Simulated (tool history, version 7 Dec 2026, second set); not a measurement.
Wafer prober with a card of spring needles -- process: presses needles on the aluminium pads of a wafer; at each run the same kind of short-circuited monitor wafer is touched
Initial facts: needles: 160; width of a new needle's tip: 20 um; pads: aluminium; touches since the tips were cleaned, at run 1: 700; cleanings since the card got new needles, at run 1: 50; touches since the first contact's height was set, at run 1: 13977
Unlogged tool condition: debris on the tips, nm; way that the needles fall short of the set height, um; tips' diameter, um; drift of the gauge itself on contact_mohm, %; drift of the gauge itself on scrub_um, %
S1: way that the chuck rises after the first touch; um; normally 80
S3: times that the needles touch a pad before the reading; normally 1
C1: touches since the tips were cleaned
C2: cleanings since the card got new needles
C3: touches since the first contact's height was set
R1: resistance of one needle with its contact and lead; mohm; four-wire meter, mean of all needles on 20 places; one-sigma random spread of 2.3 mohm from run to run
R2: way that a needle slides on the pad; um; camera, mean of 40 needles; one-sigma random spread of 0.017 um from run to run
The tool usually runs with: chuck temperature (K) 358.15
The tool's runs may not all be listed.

Run 1, day 0: usual settings; C1 700; C2 50; C3 13977. Result: R1 286 mohm, R2 14.57 um.
At day 0.45: tips cleaned on abrasive film.
Run 2, day 0.725: usual settings but S3 2; C1 1981; C2 51; C3 19199. Result: R1 291 mohm, R2 14.55 um.
At day 1.062: tips cleaned on abrasive film.
Run 3, day 1.5: usual settings but S3 2; C1 3170; C2 52; C3 24789. Result: R1 297 mohm, R2 14.57 um.
At day 1.621: tips cleaned on abrasive film.
At day 2.167: tips cleaned on abrasive film.
Run 4, day 2.167: usual settings; C1 0; C2 54; C3 29561. Result: R1 269 mohm, R2 14.5 um.
Run 5, day 2.608: usual settings; C1 3206; C2 54; C3 32767. Result: R1 328 mohm, R2 14.5 um.
At day 2.754: tips cleaned on abrasive film.
At day 3.288: tips cleaned on abrasive film.
Run 6, day 3.288: usual settings; C1 0; C2 56; C3 37625. Result: R1 268 mohm, R2 14.51 um.
At day 3.842: tips cleaned on abrasive film.
Run 7, day 4.329: usual settings but chuck temperature (K) 300.15; C1 3515; C2 57; C3 45131. Result: R1 319 mohm, R2 14.46 um.
At day 4.392: tips cleaned on abrasive film.
Run 8, day 4.821: usual settings; C1 3112; C2 58; C3 48683. Result: R1 329 mohm, R2 14.47 um.
At day 4.962: tips cleaned on abrasive film.
At day 5.554: tips cleaned on abrasive film.
Run 9, day 5.846: usual settings but S1 73 um; C1 2136; C2 60; C3 56047. Result: R1 324 mohm, R2 13.14 um.
At day 6.088: tips cleaned on abrasive film.
At day 6.679: tips cleaned on abrasive film.
Run 10, day 6.746: usual settings but chuck temperature (K) 306.15; C1 464; C2 62; C3 62490. Result: R1 268 mohm, R2 14.42 um.
At day 7.233: tips cleaned on abrasive film.
Run 11, day 7.596: usual settings but chuck temperature (K) 306.15; C1 2643; C2 63; C3 68632. Result: R1 312 mohm, R2 14.36 um.
At day 7.762: tips cleaned on abrasive film.
Run 12, day 8.254: usual settings but chuck temperature (K) 306.15; C1 3575; C2 64; C3 73380. Result: R1 324 mohm, R2 14.38 um.
At day 8.317: tips cleaned on abrasive film.
At day 8.854: tips cleaned on abrasive film.
Run 13, day 8.971: usual settings but S1 78 um, chuck temperature (K) 306.15; C1 840; C2 66; C3 78485. Result: R1 286 mohm, R2 14.01 um.
At day 9.4: tips cleaned on abrasive film.
Run 14, day 9.896: usual settings but S1 78 um, chuck temperature (K) 306.15; C1 3589; C2 67; C3 85162. Result: R1 328 mohm, R2 13.93 um.
At day 9.983: tips cleaned on abrasive film.
At day 10.508: tips cleaned on abrasive film.
Run 15, day 10.508: usual settings but S1 78 um, chuck temperature (K) 306.15; C1 0; C2 69; C3 89563. Result: R1 255 mohm, R2 13.92 um.
At day 11.104: tips cleaned on abrasive film.
Run 16, day 11.425: usual settings but S1 62 um, chuck temperature (K) 306.15, S3 2; C1 2325; C2 70; C3 96172. Result: R1 309 mohm, R2 10.99 um.
At day 11.667: tips cleaned on abrasive film.
At day 12.204: tips cleaned on abrasive film.
At day 12.354: height of the first contact set anew.
Run 17, day 12.388: usual settings but S3 2; C1 1248; C2 72; C3 240. Result: R1 287 mohm, R2 14.55 um.
At day 12.762: tips cleaned on abrasive film.
Run 18, day 12.983: usual settings; C1 1591; C2 73; C3 4534. Result: R1 307 mohm, R2 14.6 um.
At day 13.333: tips cleaned on abrasive film.
Run 19, day 13.767: usual settings but S1 71 um, chuck temperature (K) 361.15, S3 3; C1 3145; C2 74; C3 10189. Result: R1 297 mohm, R2 12.94 um.
At day 13.883: tips cleaned on abrasive film.
At day 14.433: tips cleaned on abrasive film.
Run 20, day 14.8: usual settings but S1 74 um, chuck temperature (K) 336.15, S3 2; C1 2648; C2 76; C3 17604. Result: R1 303 mohm, R2 13.42 um.
At day 14.996: tips cleaned on abrasive film.
Run 21, day 15.475: usual settings but S1 75 um, chuck temperature (K) 367.15; C1 3456; C2 77; C3 22452. Result: R1 340 mohm, R2 13.62 um.
At day 15.533: tips cleaned on abrasive film.
At day 16.121: tips cleaned on abrasive film.
Run 22, day 16.242: usual settings but S1 83 um, chuck temperature (K) 367.15; C1 854; C2 79; C3 27946. Result: R1 291 mohm, R2 15.03 um.
At day 16.658: tips cleaned on abrasive film.
Run 23, day 17.079: usual settings but S1 83 um, chuck temperature (K) 367.15; C1 3039; C2 80; C3 33991. Result: R1 324 mohm, R2 15.04 um.
At day 17.208: tips cleaned on abrasive film.
At day 17.796: tips cleaned on abrasive film.
Run 24, day 18.138: usual settings but S1 83 um, chuck temperature (K) 363.15; C1 2466; C2 82; C3 41594. Result: R1 324 mohm, R2 15.01 um.
At day 18.338: tips cleaned on abrasive film.
At day 18.888: tips cleaned on abrasive film.
Run 25, day 18.892: usual settings but S1 67 um, chuck temperature (K) 349.15; C1 29; C2 84; C3 47002. Result: R1 273 mohm, R2 12.06 um.
At day 19.429: tips cleaned on abrasive film.
Run 26, day 19.429: usual settings but S1 91 um, chuck temperature (K) 334.15; C1 0; C2 85; C3 50880. Result: R1 262 mohm, R2 16.49 um.
At day 19.958: tips cleaned on abrasive film.
Run 27, day 20.212: usual settings but S1 91 um, chuck temperature (K) 334.15; C1 1833; C2 86; C3 56513. Result: R1 298 mohm, R2 16.38 um.
At day 20.554: tips cleaned on abrasive film.
Run 28, day 20.754: usual settings but S1 90 um, chuck temperature (K) 345.15; C1 1474; C2 87; C3 60428. Result: R1 289 mohm, R2 16.22 um.

Branching from run 28: 4 alternative next runs. What would each branch give?
At day 21.096: tips cleaned on abrasive film.
Run A, day 21.317: usual settings but S3 3; C1 1605; C2 88; C3 64463. Result: R1 ?, R2 ?.
At day 21.096: tips cleaned on abrasive film.
Run B, day 21.317: usual settings but chuck temperature (K) 301.15; C1 1605; C2 88; C3 64463. Result: R1 ?, R2 ?.
At day 21.096: tips cleaned on abrasive film.
Run C, day 21.317: usual settings but chuck temperature (K) 328.15; C1 1605; C2 88; C3 64463. Result: R1 ?, R2 ?.
At day 21.096: tips cleaned on abrasive film.
Run D, day 21.317: usual settings but S1 61 um, chuck temperature (K) 332.15; C1 1605; C2 88; C3 64463. Result: R1 ?, R2 ?.

run   R1     R2
  A  277  14.38
  B  299  14.39
  C  301  14.41
  D  334  10.92
With no hidden state in the tool, these same runs would have given:
run   R1     R2
  A  260  14.61
  B  250  14.61
  C  254  14.63
  D  257  11.15
